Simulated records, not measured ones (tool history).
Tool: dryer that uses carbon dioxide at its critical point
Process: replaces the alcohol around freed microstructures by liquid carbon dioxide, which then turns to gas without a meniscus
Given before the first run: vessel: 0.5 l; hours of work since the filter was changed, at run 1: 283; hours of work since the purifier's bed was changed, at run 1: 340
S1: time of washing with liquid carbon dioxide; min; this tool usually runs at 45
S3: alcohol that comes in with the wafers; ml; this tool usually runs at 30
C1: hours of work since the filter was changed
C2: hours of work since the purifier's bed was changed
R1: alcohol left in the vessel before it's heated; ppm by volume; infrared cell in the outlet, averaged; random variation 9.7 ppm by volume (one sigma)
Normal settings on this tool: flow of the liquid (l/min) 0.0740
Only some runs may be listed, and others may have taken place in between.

{"run": 1, "hour": 0.0, "S1": 45, "flow of the liquid (l/min)": 0.074, "S3": 30, "C1": 283, "C2": 340, "R1": 868}
{"run": 2, "hour": 33.9, "S1": 45, "flow of the liquid (l/min)": 0.074, "S3": 30, "C1": 305, "C2": 362, "R1": 859}
{"run": 3, "hour": 77.8, "S1": 45, "flow of the liquid (l/min)": 0.074, "S3": 30, "C1": 334, "C2": 390, "R1": 951}
{"run": 4, "hour": 119.7, "S1": 45, "flow of the liquid (l/min)": 0.074, "S3": 30, "C1": 361, "C2": 417, "R1": 945}
{"run": 5, "hour": 150.1, "S1": 45, "flow of the liquid (l/min)": 0.074, "S3": 30, "C1": 381, "C2": 437, "R1": 960}
{"run": 6, "hour": 182.3, "S1": 45, "flow of the liquid (l/min)": 0.074, "S3": 50, "C1": 402, "C2": 458, "R1": 1585}
{"run": 7, "hour": 208.2, "S1": 45, "flow of the liquid (l/min)": 0.074, "S3": 50, "C1": 418, "C2": 475, "R1": 1658}
{"run": 8, "hour": 241.7, "S1": 45, "flow of the liquid (l/min)": 0.074, "S3": 50, "C1": 440, "C2": 497, "R1": 1708}
{"hour": 257.8, "done": "inlet filter changed"}
{"run": 9, "hour": 285.6, "S1": 45, "flow of the liquid (l/min)": 0.074, "S3": 50, "C1": 18, "C2": 525, "R1": 1057}
{"run": 10, "hour": 310.3, "S1": 45, "flow of the liquid (l/min)": 0.074, "S3": 50, "C1": 34, "C2": 541, "R1": 1092}
{"run": 11, "hour": 338.4, "S1": 31, "flow of the liquid (l/min)": 0.074, "S3": 30, "C1": 52, "C2": 559, "R1": 2599}
{"run": 12, "hour": 384.0, "S1": 45, "flow of the liquid (l/min)": 0.074, "S3": 23, "C1": 82, "C2": 588, "R1": 600}
{"run": 13, "hour": 427.2, "S1": 45, "flow of the liquid (l/min)": 0.074, "S3": 30, "C1": 110, "C2": 616, "R1": 800}
{"run": 14, "hour": 463.9, "S1": 45, "flow of the liquid (l/min)": 0.074, "S3": 30, "C1": 134, "C2": 640, "R1": 792}
{"hour": 492.6, "done": "purifier's bed changed"}
{"run": 15, "hour": 504.0, "S1": 45, "flow of the liquid (l/min)": 0.074, "S3": 99, "C1": 158, "C2": 7, "R1": 2304}
{"run": 16, "hour": 537.7, "S1": 45, "flow of the liquid (l/min)": 0.0835, "S3": 30, "C1": 180, "C2": 29, "R1": 383}
{"run": 17, "hour": 567.6, "S1": 45, "flow of the liquid (l/min)": 0.0835, "S3": 30, "C1": 199, "C2": 49, "R1": 397}
{"run": 18, "hour": 590.5, "S1": 45, "flow of the liquid (l/min)": 0.0835, "S3": 30, "C1": 214, "C2": 64, "R1": 405}
{"run": 19, "hour": 610.2, "S1": 45, "flow of the liquid (l/min)": 0.074, "S3": 21, "C1": 227, "C2": 76, "R1": 545}
{"run": 20, "hour": 633.0, "S1": 45, "flow of the liquid (l/min)": 0.074, "S3": 21, "C1": 241, "C2": 91, "R1": 547}
{"run": 21, "hour": 663.2, "S1": 45, "flow of the liquid (l/min)": 0.074, "S3": 21, "C1": 261, "C2": 111, "R1": 555}
{"run": 22, "hour": 696.4, "S1": 45, "flow of the liquid (l/min)": 0.074, "S3": 21, "C1": 283, "C2": 132, "R1": 563}
{"run": 23, "hour": 743.6, "S1": 45, "flow of the liquid (l/min)": 0.074, "S3": 21, "C1": 313, "C2": 163, "R1": 589}
{"run": 24, "hour": 785.0, "S1": 41, "flow of the liquid (l/min)": 0.074, "S3": 51, "C1": 340, "C2": 190, "R1": 2152}
{"run": 25, "hour": 826.4, "S1": 41, "flow of the liquid (l/min)": 0.074, "S3": 51, "C1": 367, "C2": 217, "R1": 2201}
{"run": 26, "hour": 872.5, "S1": 41, "flow of the liquid (l/min)": 0.074, "S3": 34, "C1": 397, "C2": 247, "R1": 1549}
{"run": 27, "hour": 911.8, "S1": 41, "flow of the liquid (l/min)": 0.074, "S3": 34, "C1": 422, "C2": 272, "R1": 1559}
{"run": 28, "hour": 947.0, "S1": 34, "flow of the liquid (l/min)": 0.0604, "S3": 34, "C1": 445, "C2": 295, "R1": 5384}
{"hour": 958.0, "done": "inlet filter changed"}
{"run": 29, "hour": 983.1, "S1": 34, "flow of the liquid (l/min)": 0.0888, "S3": 57, "C1": 16, "C2": 318, "R1": 1663}
{"run": 30, "hour": 1003.5, "S1": 59, "flow of the liquid (l/min)": 0.0604, "S3": 60, "C1": 30, "C2": 331, "R1": 933}
{"run": 31, "hour": 1028.6, "S1": 59, "flow of the liquid (l/min)": 0.0604, "S3": 60, "C1": 46, "C2": 347, "R1": 981}
{"run": 32, "hour": 1060.7, "S1": 27, "flow of the liquid (l/min)": 0.0587, "S3": 38, "C1": 67, "C2": 368, "R1": 8738}
{"run": 33, "hour": 1088.7, "S1": 30, "flow of the liquid (l/min)": 0.052, "S3": 116, "C1": 85, "C2": 386, "R1": 28099}
{"run": 34, "hour": 1127.7, "S1": 31, "flow of the liquid (l/min)": 0.1189, "S3": 38, "C1": 110, "C2": 411, "R1": 545}
{"run": 35, "hour": 1160.2, "S1": 59, "flow of the liquid (l/min)": 0.074, "S3": 81, "C1": 131, "C2": 433, "R1": 525}
{"run": 36, "hour": 1194.1, "S1": 33, "flow of the liquid (l/min)": 0.0942, "S3": 30, "C1": 153, "C2": 455, "R1": 977}
{"run": 37, "hour": 1232.5, "S1": 31, "flow of the liquid (l/min)": 0.0942, "S3": 21, "C1": 178, "C2": 479, "R1": 887}
{"run": 38, "hour": 1271.3, "S1": 41, "flow of the liquid (l/min)": 0.1055, "S3": 73, "C1": 203, "C2": 505, "R1": 543}
{"run": 39, "hour": 1303.0, "S1": 37, "flow of the liquid (l/min)": 0.0622, "S3": 39, "C1": 224, "C2": 525, "R1": 3856}
{"run": 40, "hour": 1351.0, "S1": 45, "flow of the liquid (l/min)": 0.0959, "S3": 73, "C1": 255, "C2": 556, "R1": 598}
{"run": 41, "hour": 1377.0, "S1": 45, "flow of the liquid (l/min)": 0.0959, "S3": 73, "C1": 272, "C2": 573, "R1": 609}
{"run": 42, "hour": 1406.5, "S1": 31, "flow of the liquid (l/min)": 0.1027, "S3": 77, "C1": 291, "C2": 592, "R1": 2465}
{"run": 43, "hour": 1430.2, "S1": 31, "flow of the liquid (l/min)": 0.1027, "S3": 77, "C1": 306, "C2": 608, "R1": 2506}
{"run": 44, "hour": 1464.8, "S1": 39, "flow of the liquid (l/min)": 0.0963, "S3": 28, "C1": 329, "C2": 630, "R1": 562}
{"run": 45, "hour": 1489.2, "S1": 45, "flow of the liquid (l/min)": 0.0696, "S3": 23, "C1": 345, "C2": 646, "R1": 980}
{"hour": 1508.5, "done": "purifier's bed changed"}
{"run": 46, "hour": 1531.8, "S1": 39, "flow of the liquid (l/min)": 0.1235, "S3": 58, "C1": 370, "C2": 15, "R1": 217}

Entry by entry between the runs, the difference in hidden state between the last listed run before and the first listed run after:
Logged between run 8 and run 9: inlet filter changed (hour 257.8)
  flow that reaches the vessel past the clogged filter, %: 88.7 -> 99.2; alcohol in the recycled carbon dioxide, ppm: 115.2 -> 121.2
  what was measured, less what the result would be without the hidden state, R1: +768 -> +150 ppm by volume
Logged between run 14 and run 15: purifier's bed changed (hour 492.6)
  flow that reaches the vessel past the clogged filter, %: 96.3 -> 95.6; alcohol in the recycled carbon dioxide, ppm: 146.3 -> 6.7
  what was measured, less what the result would be without the hidden state, R1: +246 -> +430 ppm by volume
Logged between run 28 and run 29: inlet filter changed (hour 958.0)
  flow that reaches the vessel past the clogged filter, %: 88.5 -> 99.3; alcohol in the recycled carbon dioxide, ppm: 70.8 -> 75.8
  what was measured, less what the result would be without the hidden state, R1: +1556 -> +117 ppm by volume
Logged between run 45 and run 46: purifier's bed changed (hour 1508.5)
  flow that reaches the vessel past the clogged filter, %: 91.1 -> 90.4; alcohol in the recycled carbon dioxide, ppm: 146.9 -> 9
  what was measured, less what the result would be without the hidden state, R1: +414 -> +109 ppm by volume
